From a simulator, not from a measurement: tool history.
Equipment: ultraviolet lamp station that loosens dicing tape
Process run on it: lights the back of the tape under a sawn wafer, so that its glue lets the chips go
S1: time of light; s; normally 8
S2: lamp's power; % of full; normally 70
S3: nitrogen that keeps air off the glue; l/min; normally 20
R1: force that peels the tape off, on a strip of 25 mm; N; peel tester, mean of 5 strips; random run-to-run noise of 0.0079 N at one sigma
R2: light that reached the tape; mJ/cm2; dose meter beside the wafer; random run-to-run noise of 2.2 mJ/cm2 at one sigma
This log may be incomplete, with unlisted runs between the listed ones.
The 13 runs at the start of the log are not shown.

{"run": 14, "hour": 83.7, "S1": 8, "S2": 70, "S3": 20, "R1": 0.428, "R2": 161}
{"run": 15, "hour": 89.1, "S1": 8, "S2": 70, "S3": 20, "R1": 0.453, "R2": 164}
{"run": 16, "hour": 96.5, "S1": 8, "S2": 70, "S3": 20, "R1": 0.424, "R2": 162}
{"run": 17, "hour": 106.7, "S1": 8, "S2": 70, "S3": 20, "R1": 0.443, "R2": 158}
{"run": 18, "hour": 115.4, "S1": 8, "S2": 70, "S3": 20, "R1": 0.455, "R2": 161}
{"run": 19, "hour": 120.8, "S1": 8, "S2": 86, "S3": 14, "R1": 0.393, "R2": 199}
{"run": 20, "hour": 130.6, "S1": 6, "S2": 88, "S3": 10, "R1": 0.784, "R2": 148}
{"run": 21, "hour": 139.4, "S1": 10, "S2": 75, "S3": 20, "R1": 0.253, "R2": 212}
{"run": 22, "hour": 147.4, "S1": 10, "S2": 75, "S3": 20, "R1": 0.254, "R2": 209}
{"run": 23, "hour": 152.4, "S1": 4, "S2": 62, "S3": 15, "R1": 1.542, "R2": 69}
{"run": 24, "hour": 161.7, "S1": 8, "S2": 99, "S3": 27, "R1": 0.194, "R2": 219}
{"run": 25, "hour": 169.3, "S1": 8, "S2": 99, "S3": 27, "R1": 0.201, "R2": 218}
{"hour": 170.6, "done": "window cleaned of glue's vapour"}
{"run": 26, "hour": 174.7, "S1": 5, "S2": 85, "S3": 20, "R1": 0.629, "R2": 131}
{"run": 27, "hour": 184.2, "S1": 5, "S2": 85, "S3": 20, "R1": 0.632, "R2": 131}
{"run": 28, "hour": 190.7, "S1": 8, "S2": 96, "S3": 37, "R1": 0.139, "R2": 240}
{"run": 29, "hour": 198.8, "S1": 9, "S2": 75, "S3": 20, "R1": 0.276, "R2": 210}
{"run": 30, "hour": 203.7, "S1": 9, "S2": 75, "S3": 20, "R1": 0.282, "R2": 208}
{"run": 31, "hour": 214.3, "S1": 9, "S2": 70, "S3": 20, "R1": 0.319, "R2": 188}
{"run": 32, "hour": 222.5, "S1": 6, "S2": 78, "S3": 32, "R1": 0.401, "R2": 142}
{"run": 33, "hour": 230.1, "S1": 6, "S2": 78, "S3": 32, "R1": 0.416, "R2": 141}

Consider 4 possible next runs. They are alternatives, not a sequence: every one starts from the tool as it was left by run 33. What does each give?
{"run": "A", "hour": 240.3, "S1": 6, "S2": 66, "S3": 22, "R1": "?", "R2": "?"}
{"run": "B", "hour": 240.3, "S1": 6, "S2": 78, "S3": 17, "R1": "?", "R2": "?"}
{"run": "C", "hour": 240.3, "S1": 8, "S2": 99, "S3": 34, "R1": "?", "R2": "?"}
{"run": "D", "hour": 240.3, "S1": 5, "S2": 78, "S3": 32, "R1": "?", "R2": "?"}

run=A R1=0.665 R2=120
run=B R1=0.609 R2=140
run=C R1=0.147 R2=236
run=D R1=0.568 R2=120
What these runs would have given with no unlogged condition in the tool:
run=A R1=0.526 R2=138
run=B R1=0.475 R2=162
run=C R1=0.118 R2=273
run=D R1=0.440 R2=138
